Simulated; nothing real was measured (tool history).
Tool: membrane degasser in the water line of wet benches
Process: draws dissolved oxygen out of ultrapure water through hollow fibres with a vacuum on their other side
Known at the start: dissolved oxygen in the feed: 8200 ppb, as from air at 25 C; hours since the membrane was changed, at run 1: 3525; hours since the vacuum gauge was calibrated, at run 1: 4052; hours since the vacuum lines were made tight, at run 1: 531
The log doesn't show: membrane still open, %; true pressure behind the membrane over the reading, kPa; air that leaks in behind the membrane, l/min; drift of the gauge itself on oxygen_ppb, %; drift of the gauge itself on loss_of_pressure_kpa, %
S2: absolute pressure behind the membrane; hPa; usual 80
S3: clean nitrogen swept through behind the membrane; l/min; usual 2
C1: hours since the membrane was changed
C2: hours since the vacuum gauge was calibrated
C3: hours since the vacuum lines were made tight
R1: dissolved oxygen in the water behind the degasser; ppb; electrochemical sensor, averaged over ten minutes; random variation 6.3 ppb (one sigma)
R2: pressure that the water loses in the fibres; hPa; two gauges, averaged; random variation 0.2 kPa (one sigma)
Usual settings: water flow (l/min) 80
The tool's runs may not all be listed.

Run 1, day 0: usual settings; C1 3525; C2 4052; C3 531. Result: R1 671.8 ppb, R2 449.8 hPa.
Run 2, day 2.496: usual settings but S2 61.3 hPa; C1 3585; C2 4111; C3 591. Result: R1 526.9 ppb, R2 444.9 hPa.
Run 3, day 4.333: usual settings but S2 61.3 hPa; C1 3629; C2 4156; C3 635. Result: R1 533.4 ppb, R2 448 hPa.
Run 4, day 6.596: usual settings; C1 3683; C2 4210; C3 689. Result: R1 653.9 ppb, R2 447.3 hPa.
Run 5, day 9.438: usual settings; C1 3751; C2 4278; C3 757. Result: R1 672 ppb, R2 447.6 hPa.
Run 6, day 13.296: usual settings but S2 69.3 hPa; C1 3844; C2 4371; C3 850. Result: R1 583.3 ppb, R2 446.4 hPa.
Run 7, day 15.804: usual settings but S2 69.3 hPa; C1 3904; C2 4431; C3 910. Result: R1 590.9 ppb, R2 449.2 hPa.
Run 8, day 19.879: usual settings but S2 69.3 hPa; C1 4002; C2 4529; C3 1008. Result: R1 589.9 ppb, R2 447.9 hPa.
Run 9, day 22.596: usual settings but water flow (l/min) 93, S2 75.6 hPa, S3 3.84 l/min; C1 4067; C2 4594; C3 1073. Result: R1 663.1 ppb, R2 523.2 hPa.
Run 10, day 25.392: usual settings but water flow (l/min) 93, S2 75.6 hPa, S3 3.84 l/min; C1 4134; C2 4661; C3 1140. Result: R1 643.1 ppb, R2 521.6 hPa.
Run 11, day 29.033: usual settings but water flow (l/min) 93, S2 75.6 hPa, S3 3.84 l/min; C1 4221; C2 4748; C3 1228. Result: R1 651.2 ppb, R2 518.7 hPa.
Run 12, day 31.538: usual settings but water flow (l/min) 61, S2 51.9 hPa, S3 2.93 l/min; C1 4282; C2 4808; C3 1288. Result: R1 245.5 ppb, R2 340.7 hPa.

The next listed run, before its measurement:
Run 13, day 35.412: usual settings but water flow (l/min) 61, S2 51.9 hPa, S3 2.93 l/min; C1 4375; C2 4902; C3 1381. Result: R1 ?, R2 ?.

R1: 244.2 ppb
R2: 339.1 hPa
Without the tool's hidden state the same run would have given R1 219.3 ppb, R2 333.1 hPa.

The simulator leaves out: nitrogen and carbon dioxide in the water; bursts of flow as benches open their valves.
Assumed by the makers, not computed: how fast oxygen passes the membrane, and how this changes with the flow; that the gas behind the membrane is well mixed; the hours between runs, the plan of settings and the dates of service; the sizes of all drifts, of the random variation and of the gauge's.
